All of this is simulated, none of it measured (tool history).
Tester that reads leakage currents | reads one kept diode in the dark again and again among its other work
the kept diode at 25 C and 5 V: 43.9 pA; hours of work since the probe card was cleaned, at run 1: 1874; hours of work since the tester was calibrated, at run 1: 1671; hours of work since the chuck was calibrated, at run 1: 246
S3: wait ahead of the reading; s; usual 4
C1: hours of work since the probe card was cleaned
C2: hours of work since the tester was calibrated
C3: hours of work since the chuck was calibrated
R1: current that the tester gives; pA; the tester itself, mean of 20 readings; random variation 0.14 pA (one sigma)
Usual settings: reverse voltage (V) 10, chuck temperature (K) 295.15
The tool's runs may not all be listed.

{"run": 1, "hour": 0.0, "reverse voltage (V)": 10, "chuck temperature (K)": 295.15, "S3": 4, "C1": 1874, "C2": 1671, "C3": 246, "R1": 44.94}
{"run": 2, "hour": 139.4, "reverse voltage (V)": 10, "chuck temperature (K)": 295.15, "S3": 4, "C1": 1941, "C2": 1737, "C3": 313, "R1": 44.37}
{"run": 3, "hour": 275.4, "reverse voltage (V)": 10, "chuck temperature (K)": 295.15, "S3": 4, "C1": 2005, "C2": 1802, "C3": 377, "R1": 44.68}
{"run": 4, "hour": 432.0, "reverse voltage (V)": 10, "chuck temperature (K)": 295.15, "S3": 4, "C1": 2079, "C2": 1876, "C3": 451, "R1": 44.16}
{"run": 5, "hour": 518.9, "reverse voltage (V)": 10, "chuck temperature (K)": 295.15, "S3": 4, "C1": 2121, "C2": 1917, "C3": 493, "R1": 44.05}
{"run": 6, "hour": 643.5, "reverse voltage (V)": 10, "chuck temperature (K)": 295.15, "S3": 7.12, "C1": 2180, "C2": 1976, "C3": 552, "R1": 43.53}
{"run": 7, "hour": 735.3, "reverse voltage (V)": 10, "chuck temperature (K)": 295.15, "S3": 4, "C1": 2223, "C2": 2020, "C3": 595, "R1": 44.16}
{"run": 8, "hour": 868.0, "reverse voltage (V)": 10, "chuck temperature (K)": 295.15, "S3": 4, "C1": 2286, "C2": 2083, "C3": 658, "R1": 43.86}
{"run": 9, "hour": 954.5, "reverse voltage (V)": 10, "chuck temperature (K)": 295.15, "S3": 4, "C1": 2327, "C2": 2124, "C3": 699, "R1": 44.14}
{"run": 10, "hour": 1037.8, "reverse voltage (V)": 10, "chuck temperature (K)": 295.15, "S3": 4, "C1": 2367, "C2": 2163, "C3": 739, "R1": 43.98}
{"run": 11, "hour": 1131.5, "reverse voltage (V)": 10, "chuck temperature (K)": 298.15, "S3": 4, "C1": 2411, "C2": 2208, "C3": 783, "R1": 55.03}
{"run": 12, "hour": 1204.8, "reverse voltage (V)": 10, "chuck temperature (K)": 295.15, "S3": 3.99, "C1": 2446, "C2": 2243, "C3": 818, "R1": 43.94}
{"run": 13, "hour": 1326.9, "reverse voltage (V)": 14, "chuck temperature (K)": 295.15, "S3": 3.99, "C1": 2504, "C2": 2300, "C3": 876, "R1": 49.2}
{"hour": 1364.2, "done": "chuck's temperature calibrated"}
{"run": 14, "hour": 1472.2, "reverse voltage (V)": 10, "chuck temperature (K)": 295.15, "S3": 4, "C1": 2572, "C2": 2368, "C3": 51, "R1": 44.82}
{"run": 15, "hour": 1628.2, "reverse voltage (V)": 10, "chuck temperature (K)": 295.15, "S3": 4, "C1": 2646, "C2": 2442, "C3": 125, "R1": 44.65}
{"hour": 1644.8, "done": "tester calibrated"}
{"run": 16, "hour": 1745.2, "reverse voltage (V)": 10, "chuck temperature (K)": 295.15, "S3": 4, "C1": 2701, "C2": 48, "C3": 180, "R1": 44.28}
{"run": 17, "hour": 1899.0, "reverse voltage (V)": 10, "chuck temperature (K)": 295.15, "S3": 4, "C1": 2774, "C2": 121, "C3": 253, "R1": 44.2}
{"run": 18, "hour": 2029.7, "reverse voltage (V)": 10, "chuck temperature (K)": 295.15, "S3": 0.77, "C1": 2836, "C2": 183, "C3": 315, "R1": 47.87}
{"hour": 2070.0, "done": "tester calibrated, once more"}
{"run": 19, "hour": 2100.1, "reverse voltage (V)": 10, "chuck temperature (K)": 322.15, "S3": 4, "C1": 2868, "C2": 14, "C3": 347, "R1": 321.47}
{"run": 20, "hour": 2242.4, "reverse voltage (V)": 10, "chuck temperature (K)": 295.15, "S3": 1.72, "C1": 2936, "C2": 82, "C3": 415, "R1": 46.56}
{"run": 21, "hour": 2310.4, "reverse voltage (V)": 15.4, "chuck temperature (K)": 295.15, "S3": 6.46, "C1": 2968, "C2": 114, "C3": 447, "R1": 52.47}
{"run": 22, "hour": 2437.7, "reverse voltage (V)": 15.4, "chuck temperature (K)": 295.15, "S3": 6.46, "C1": 3028, "C2": 174, "C3": 507, "R1": 52.39}
{"hour": 2474.6, "done": "probe card cleaned and baked"}
{"run": 23, "hour": 2559.1, "reverse voltage (V)": 4.3, "chuck temperature (K)": 304.15, "S3": 8.34, "C1": 40, "C2": 231, "C3": 564, "R1": 65.21}
{"run": 24, "hour": 2701.1, "reverse voltage (V)": 1.8, "chuck temperature (K)": 313.15, "S3": 1.73, "C1": 107, "C2": 298, "C3": 631, "R1": 97.89}
{"run": 25, "hour": 2811.2, "reverse voltage (V)": 1.8, "chuck temperature (K)": 305.15, "S3": 0.93, "C1": 160, "C2": 350, "C3": 683, "R1": 54.43}
{"run": 26, "hour": 2963.9, "reverse voltage (V)": 1.8, "chuck temperature (K)": 305.15, "S3": 1.23, "C1": 232, "C2": 423, "C3": 756, "R1": 54.1}
{"run": 27, "hour": 3103.0, "reverse voltage (V)": 1.8, "chuck temperature (K)": 305.15, "S3": 1.23, "C1": 298, "C2": 489, "C3": 822, "R1": 53.93}
{"run": 28, "hour": 3202.7, "reverse voltage (V)": 2.7, "chuck temperature (K)": 329.15, "S3": 4.78, "C1": 345, "C2": 536, "C3": 869, "R1": 331.54}
{"hour": 3256.7, "done": "chuck's temperature calibrated"}
{"run": 29, "hour": 3352.1, "reverse voltage (V)": 2.7, "chuck temperature (K)": 329.15, "S3": 4.78, "C1": 415, "C2": 606, "C3": 45, "R1": 337.16}
{"run": 30, "hour": 3484.9, "reverse voltage (V)": 9.3, "chuck temperature (K)": 295.15, "S3": 4, "C1": 478, "C2": 669, "C3": 108, "R1": 42.3}
{"run": 31, "hour": 3601.6, "reverse voltage (V)": 2.5, "chuck temperature (K)": 309.15, "S3": 5.71, "C1": 534, "C2": 724, "C3": 164, "R1": 81.4}
{"run": 32, "hour": 3705.0, "reverse voltage (V)": 10, "chuck temperature (K)": 316.15, "S3": 5.68, "C1": 583, "C2": 773, "C3": 213, "R1": 208.25}
{"run": 33, "hour": 3832.2, "reverse voltage (V)": 11.5, "chuck temperature (K)": 329.15, "S3": 2.2, "C1": 643, "C2": 834, "C3": 273, "R1": 527.62}
{"run": 34, "hour": 3958.8, "reverse voltage (V)": 10, "chuck temperature (K)": 325.15, "S3": 5.87, "C1": 703, "C2": 894, "C3": 333, "R1": 385.99}
{"run": 35, "hour": 4111.9, "reverse voltage (V)": 10.4, "chuck temperature (K)": 324.15, "S3": 5.87, "C1": 776, "C2": 966, "C3": 406, "R1": 361.34}
{"run": 36, "hour": 4220.3, "reverse voltage (V)": 10, "chuck temperature (K)": 326.15, "S3": 4, "C1": 827, "C2": 1018, "C3": 457, "R1": 407.5}
{"run": 37, "hour": 4346.3, "reverse voltage (V)": 10, "chuck temperature (K)": 326.15, "S3": 4, "C1": 887, "C2": 1078, "C3": 517, "R1": 406.53}
{"run": 38, "hour": 4445.9, "reverse voltage (V)": 1.8, "chuck temperature (K)": 326.15, "S3": 6.95, "C1": 934, "C2": 1125, "C3": 564, "R1": 239.23}
{"run": 39, "hour": 4550.5, "reverse voltage (V)": 9.7, "chuck temperature (K)": 312.15, "S3": 4, "C1": 984, "C2": 1175, "C3": 614, "R1": 152.07}

How the hidden state differs across the entries between the runs, from the last listed run before each to the first after it:
Between runs 13 and 14: chuck's temperature calibrated (hour 1364.2)
  stray current of the dirty probe card, pA a volt: 0.208 -> 0.214; current scale over the true one, %: -1.79 -> -1.85; true chuck temperature over the reading, C: -0.35 -> -0.02
  measured less the result without the state, R1: +0.42 -> +1.04 pA
Between runs 15 and 16: tester calibrated (hour 1644.8)
  stray current of the dirty probe card, pA a volt: 0.219 -> 0.224; current scale over the true one, %: -1.91 -> -2.92; true chuck temperature over the reading, C: -0.05 -> -0.09
  measured less the result without the state, R1: +0.93 -> +0.4 pA
Between runs 18 and 19: tester calibrated, once more (hour 2070)
  stray current of the dirty probe card, pA a volt: 0.234 -> 0.236; current scale over the true one, %: -3.03 -> 0.14; true chuck temperature over the reading, C: -0.16 -> -0.18
  measured less the result without the state, R1: +0.07 -> -1.35 pA
Between runs 22 and 23: probe card cleaned and baked (hour 2474.6)
  stray current of the dirty probe card, pA a volt: 0.249 -> 0.023; current scale over the true one, %: 0.01 -> -0.04; true chuck temperature over the reading, C: -0.27 -> -0.31
  measured less the result without the state, R1: +2.44 -> -1.57 pA
Between runs 28 and 29: chuck's temperature calibrated (hour 3256.7)
  stray current of the dirty probe card, pA a volt: 0.045 -> 0.05; current scale over the true one, %: -0.29 -> -0.35; true chuck temperature over the reading, C: -0.48 -> -0.16
  measured less the result without the state, R1: -11.56 -> -4.57 pA
